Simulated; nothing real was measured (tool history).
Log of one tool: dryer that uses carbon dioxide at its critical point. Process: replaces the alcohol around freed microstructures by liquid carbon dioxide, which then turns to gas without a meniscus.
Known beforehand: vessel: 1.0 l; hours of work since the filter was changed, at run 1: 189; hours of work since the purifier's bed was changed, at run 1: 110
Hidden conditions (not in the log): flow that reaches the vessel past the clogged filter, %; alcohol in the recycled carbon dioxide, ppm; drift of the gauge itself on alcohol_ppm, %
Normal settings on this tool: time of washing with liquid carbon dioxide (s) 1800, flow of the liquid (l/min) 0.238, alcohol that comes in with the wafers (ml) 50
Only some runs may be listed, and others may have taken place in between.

| run | hour | time of washing with liquid carbon dioxide (s) | flow of the liquid (l/min) | alcohol that comes in with the wafers (ml) | hours of work since the filter was changed | hours of work since the purifier's bed was changed | alcohol left in the vessel before it's heated (ppm by volume) |
|---|---|---|---|---|---|---|---|
| 1 | 0 | 1800 | 0.238 | 50 | 189 | 110 | 237 |
| 2 | 14.1 | 1800 | 0.238 | 50 | 200 | 121 | 247 |
| 3 | 20.5 | 1800 | 0.238 | 50 | 205 | 126 | 247 |
| 4 | 28.4 | 1800 | 0.238 | 50 | 211 | 132 | 246 |
| 5 | 39.8 | 1800 | 0.238 | 50 | 220 | 141 | 256 |
| 6 | 48.1 | 1800 | 0.238 | 50 | 226 | 147 | 264 |
| 7 | 58.6 | 1920 | 0.238 | 50 | 234 | 155 | 199 |
| 8 | 73.8 | 1800 | 0.238 | 50 | 246 | 167 | 265 |
| 9 | 80.9 | 1800 | 0.238 | 50 | 251 | 172 | 271 |
| 10 | 95.5 | 1800 | 0.238 | 50 | 262 | 183 | 296 |
| 11 | 103.1 | 1800 | 0.238 | 50 | 268 | 189 | 288 |
| 12 | 112.4 | 1800 | 0.238 | 50 | 275 | 196 | 304 |
| 13 | 126 | 1140 | 0.238 | 50 | 286 | 206 | 1823 |
| 14 | 136.1 | 1800 | 0.238 | 24 | 293 | 214 | 168 |
| 15 | 143.1 | 1800 | 0.238 | 50 | 299 | 219 | 323 |
| 16 | 157.1 | 1800 | 0.238 | 50 | 310 | 230 | 319 |
| 17 | 165.5 | 1800 | 0.238 | 50 | 316 | 237 | 329 |
| 18 | 172.2 | 1440 | 0.238 | 50 | 321 | 242 | 856 |
| 19 | 178.7 | 1800 | 0.238 | 42 | 326 | 247 | 272 |
| 20 | 188.4 | 2640 | 0.238 | 55 | 333 | 254 | 65 |
| 21 | 200.5 | 1200 | 0.361 | 100 | 343 | 263 | 583 |
| 22 | 207 | 1140 | 0.365 | 100 | 348 | 268 | 713 |
| 23 | 214.8 | 1140 | 0.261 | 93 | 354 | 274 | 2760 |
|  | 216.9 | inlet filter changed |
| 24 | 224.3 | 1140 | 0.261 | 93 | 6 | 281 | 1660 |
| 25 | 235.4 | 1140 | 0.261 | 93 | 14 | 289 | 1638 |
| 26 | 246.7 | 1140 | 0.261 | 93 | 23 | 298 | 1660 |
| 27 | 253.6 | 1140 | 0.261 | 93 | 28 | 303 | 1703 |
| 28 | 265.5 | 1800 | 0.316 | 58 | 37 | 312 | 67 |
| 29 | 277.9 | 1800 | 0.155 | 102 | 47 | 322 | 2707 |
| 30 | 284.7 | 1740 | 0.238 | 50 | 52 | 327 | 250 |
| 31 | 299.8 | 1740 | 0.238 | 50 | 63 | 338 | 254 |
| 32 | 312 | 1140 | 0.238 | 27 | 73 | 348 | 788 |
| 33 | 321.5 | 2460 | 0.263 | 33 | 80 | 355 | 60 |
| 34 | 334.5 | 1500 | 0.238 | 49 | 90 | 365 | 508 |
| 35 | 348.4 | 1740 | 0.238 | 28 | 101 | 376 | 174 |
| 36 | 360.9 | 1740 | 0.238 | 28 | 110 | 385 | 190 |
| 37 | 374.8 | 1800 | 0.258 | 22 | 121 | 396 | 115 |

Table of differences, measured result less the result of that run with no hidden state. Run-to-run variation is the same in both. Gauge scatter possibly is not:
| run | alcohol left in the vessel before it's heated (ppm by volume) |
|---|---|
| 1 | +89 |
| 2 | +95 |
| 3 | +100 |
| 4 | +102 |
| 5 | +109 |
| 6 | +114 |
| 7 | +96 |
| 8 | +129 |
| 9 | +130 |
| 10 | +142 |
| 11 | +142 |
| 12 | +150 |
| 13 | +634 |
| 14 | +94 |
| 15 | +170 |
| 16 | +175 |
| 17 | +179 |
| 18 | +394 |
| 19 | +163 |
| 20 | +54 |
| 21 | +339 |
| 22 | +401 |
| 23 | +1208 |
| 24 | +76 |
| 25 | +97 |
| 26 | +121 |
| 27 | +138 |
| 28 | +46 |
| 29 | +256 |
| 30 | +70 |
| 31 | +75 |
| 32 | +130 |
| 33 | +50 |
| 34 | +128 |
| 35 | +78 |
| 36 | +82 |
| 37 | +69 |
